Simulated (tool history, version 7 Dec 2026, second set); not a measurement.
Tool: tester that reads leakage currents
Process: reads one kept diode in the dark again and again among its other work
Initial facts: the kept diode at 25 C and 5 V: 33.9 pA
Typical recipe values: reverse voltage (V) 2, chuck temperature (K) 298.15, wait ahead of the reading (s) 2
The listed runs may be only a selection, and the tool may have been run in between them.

run   hour  reverse voltage (V)  chuck temperature (K)  wait ahead of the reading (s)  current that the tester gives (pA)
  1      0                    2                 298.15                              2                               22.01
  2   24.4                    2                 298.15                           3.26                               21.79
  3   48.6                 2.39                 298.15                              2                               24.14
  4   70.4                 2.39                 298.15                              2                               24.05
  5  104.1                 2.39                 298.15                              2                               23.81
  6    122                 6.28                 298.15                              2                               38.74
  7  156.8                    2                 298.15                              2                               21.96
  8  172.3                    2                 298.15                              2                               21.87
  9  205.4                    2                 298.15                              2                               21.93
 10  221.7                    2                 298.15                              2                               21.89
 11  236.6                    2                 298.15                              2                               21.84
 12  259.6                 8.79                 298.15                              2                               46.02
 13    288                 8.79                 298.15                              2                               45.83
 14  315.5                 8.79                 298.15                              2                               46.16
 15  348.9                 8.79                 298.15                           4.37                               45.65
     383.7  -- chuck's temperature calibrated
 16  386.2                 8.79                 298.15                           4.37                               45.42
 17  409.7                 8.79                 298.15                           4.37                               45.57
 18  440.7                17.76                 298.15                              2                               65.56
 19  464.9                17.76                 298.15                              2                                65.3
 20  492.2                    2                 298.15                              2                               21.92
 21  509.8                    2                 298.15                              2                               22.02
 22  537.9                    2                 298.15                              2                               21.99
 23  562.9                    2                 298.15                              2                               21.85
 24  578.6                14.41                 302.15                              2                                79.7
 25  610.3                14.41                 302.15                              2                               79.41
 26  642.7                 9.96                 322.15                           0.69                              276.84
 27    674                 9.96                 322.15                           0.69                              275.25
 28  699.4                17.59                 322.15                           0.36                              370.24
 29  717.2                 2.49                 324.15                              1                              157.37
 30  736.6                 2.49                 324.15                              1                              158.12
 31  767.7                 1.99                 329.15                              2                              196.59
 32    797                11.09                 332.15                              2                              552.25
 33  816.8                 2.65                 301.15                              2                               31.94
 34  843.7                 2.65                 301.15                              2                               31.97
 35    874                 4.99                 313.15                              2                              104.65
 36  898.9                 4.99                 313.15                              2                               104.1
 37  914.5                 2.37                 313.15                           0.77                               72.89
 38  939.9                 2.37                 313.15                           0.77                               73.28
 39  959.8                 2.37                 313.15                           0.77                               73.05

For some of the steps in current that the tester gives (pA) from one run to the next: how much would appear even if the tool had no hidden state, given the settings, what came in and random variation, and how much remains for the hidden state plus any gauge scatter that the measured result and the result without hidden state don't share?
The hidden state here: stray current of the dirty probe card, pA a volt; current scale over the true one, %; true chuck temperature over the reading, C; drift of the gauge itself on leakage_pa, %.
Run 19 -> 20: reverse voltage (V) 17.76 -> 2. current that the tester gives (pA) -43.38: hidden state -0.12, all else -43.26.
Run 23 -> 24: reverse voltage (V) 2 -> 14.41, chuck temperature (K) 298.15 -> 302.15. current that the tester gives (pA) +57.85: hidden state +0.1, all else +57.75.
Run 28 -> 29: reverse voltage (V) 17.59 -> 2.49, chuck temperature (K) 322.15 -> 324.15, wait ahead of the reading (s) 0.36 -> 1. current that the tester gives (pA) -212.87: hidden state -0.11, all else -212.76.
Run 31 -> 32: reverse voltage (V) 1.99 -> 11.09, chuck temperature (K) 329.15 -> 332.15. current that the tester gives (pA) +355.66: hidden state +0.04, all else +355.62.
Run 32 -> 33: reverse voltage (V) 11.09 -> 2.65, chuck temperature (K) 332.15 -> 301.15. current that the tester gives (pA) -520.31: hidden state -0.03, all else -520.28.
